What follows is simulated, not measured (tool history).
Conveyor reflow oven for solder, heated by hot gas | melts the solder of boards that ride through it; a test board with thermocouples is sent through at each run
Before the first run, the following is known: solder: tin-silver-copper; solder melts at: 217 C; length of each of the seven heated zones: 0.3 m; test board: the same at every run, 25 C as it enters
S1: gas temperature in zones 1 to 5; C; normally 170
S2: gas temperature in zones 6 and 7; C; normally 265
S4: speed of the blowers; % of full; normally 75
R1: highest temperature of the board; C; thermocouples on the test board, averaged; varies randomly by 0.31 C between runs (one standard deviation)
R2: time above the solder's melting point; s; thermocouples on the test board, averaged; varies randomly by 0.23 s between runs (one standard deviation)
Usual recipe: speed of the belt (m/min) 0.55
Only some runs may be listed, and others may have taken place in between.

run 1 hour=0 | S1=170 S2=265 speed_of_the_belt_(m/min)=0.55 S4=75 | R1=245.9 R2=43.8
run 2 hour=79.5 | S1=170 S2=265 speed_of_the_belt_(m/min)=0.55 S4=75 | R1=246.1 R2=43.1
-- hour=151.1 flux residue cleaned out of gas plates and filters
run 3 hour=153.2 | S1=158 S2=265 speed_of_the_belt_(m/min)=0.55 S4=75 | R1=243.4 R2=38.2
run 4 hour=229.4 | S1=170 S2=265 speed_of_the_belt_(m/min)=0.55 S4=75 | R1=246.8 R2=43.3
run 5 hour=277.2 | S1=170 S2=265 speed_of_the_belt_(m/min)=0.475 S4=75 | R1=251.5 R2=55.5
run 6 hour=312.8 | S1=170 S2=265 speed_of_the_belt_(m/min)=0.475 S4=75 | R1=251.3 R2=55.3
run 7 hour=353.4 | S1=170 S2=265 speed_of_the_belt_(m/min)=0.475 S4=75 | R1=250.8 R2=55.5
run 8 hour=404.6 | S1=170 S2=265 speed_of_the_belt_(m/min)=0.55 S4=75 | R1=246.4 R2=43.2
run 9 hour=439.4 | S1=170 S2=265 speed_of_the_belt_(m/min)=0.55 S4=75 | R1=246.3 R2=43.4
run 10 hour=479.4 | S1=170 S2=265 speed_of_the_belt_(m/min)=0.55 S4=75 | R1=245.6 R2=43.6
run 11 hour=515 | S1=170 S2=271 speed_of_the_belt_(m/min)=0.55 S4=75 | R1=251.9 R2=46.4
run 12 hour=568.4 | S1=170 S2=271 speed_of_the_belt_(m/min)=0.55 S4=75 | R1=251.3 R2=46.9
-- hour=597.5 belt drive overhauled, speed set with a stopwatch
-- hour=610.9 thermocouples of zones 6 and 7 changed
run 13 hour=615.6 | S1=170 S2=265 speed_of_the_belt_(m/min)=0.625 S4=75 | R1=241.9 R2=33.5
run 14 hour=659.5 | S1=170 S2=265 speed_of_the_belt_(m/min)=0.55 S4=71 | R1=245.3 R2=42.9
-- hour=693.4 flux residue cleaned out of gas plates and filters
run 15 hour=706.1 | S1=170 S2=265 speed_of_the_belt_(m/min)=0.55 S4=71 | R1=245.8 R2=42.5
run 16 hour=747.1 | S1=170 S2=265 speed_of_the_belt_(m/min)=0.55 S4=71 | R1=245.6 R2=42.4
run 17 hour=811.9 | S1=184 S2=265 speed_of_the_belt_(m/min)=0.546 S4=75 | R1=249.6 R2=50.3
run 18 hour=889.9 | S1=168 S2=265 speed_of_the_belt_(m/min)=0.55 S4=50 | R1=239.3 R2=34.8
run 19 hour=938.5 | S1=168 S2=265 speed_of_the_belt_(m/min)=0.55 S4=50 | R1=239.5 R2=34.9
run 20 hour=1012.5 | S1=170 S2=266 speed_of_the_belt_(m/min)=0.55 S4=80 | R1=248.5 R2=44.8
run 21 hour=1094.8 | S1=170 S2=266 speed_of_the_belt_(m/min)=0.55 S4=80 | R1=248.5 R2=44.8
run 22 hour=1157.2 | S1=164 S2=279 speed_of_the_belt_(m/min)=0.633 S4=80 | R1=252.9 R2=38.9
-- hour=1228.3 flux residue cleaned out of gas plates and filters
run 23 hour=1228.3 | S1=164 S2=279 speed_of_the_belt_(m/min)=0.633 S4=80 | R1=252.1 R2=39.2
run 24 hour=1265.7 | S1=164 S2=279 speed_of_the_belt_(m/min)=0.633 S4=80 | R1=252.3 R2=38.8
run 25 hour=1327.5 | S1=164 S2=279 speed_of_the_belt_(m/min)=0.633 S4=80 | R1=252.3 R2=38.9
run 26 hour=1397.7 | S1=174 S2=277 speed_of_the_belt_(m/min)=0.527 S4=80 | R1=259.5 R2=55.4
run 27 hour=1444.3 | S1=177 S2=267 speed_of_the_belt_(m/min)=0.49 S4=73 | R1=252.8 R2=56.8
run 28 hour=1481.5 | S1=174 S2=266 speed_of_the_belt_(m/min)=0.55 S4=75 | R1=248.3 R2=45.8
run 29 hour=1537.4 | S1=174 S2=266 speed_of_the_belt_(m/min)=0.55 S4=75 | R1=247.6 R2=45.6
run 30 hour=1616.7 | S1=170 S2=266 speed_of_the_belt_(m/min)=0.458 S4=71 | R1=252.3 R2=57.3
run 31 hour=1692.8 | S1=170 S2=265 speed_of_the_belt_(m/min)=0.559 S4=79 | R1=246 R2=42.6

Branching from run 31: 3 alternative next runs. What would each branch give?
run A hour=1730.5 | S1=155 S2=265 speed_of_the_belt_(m/min)=0.55 S4=73 | R1=? R2=?
run B hour=1730.5 | S1=171 S2=265 speed_of_the_belt_(m/min)=0.55 S4=52 | R1=? R2=?
run C hour=1730.5 | S1=157 S2=265 speed_of_the_belt_(m/min)=0.514 S4=75 | R1=? R2=?

run=A R1=243.2 R2=36.5
run=B R1=240.4 R2=37.4
run=C R1=246.3 R2=42.9
What these runs would have given with no unlogged condition in the tool:
run=A R1=243.4 R2=36.6
run=B R1=240.6 R2=37.5
run=C R1=246.4 R2=43
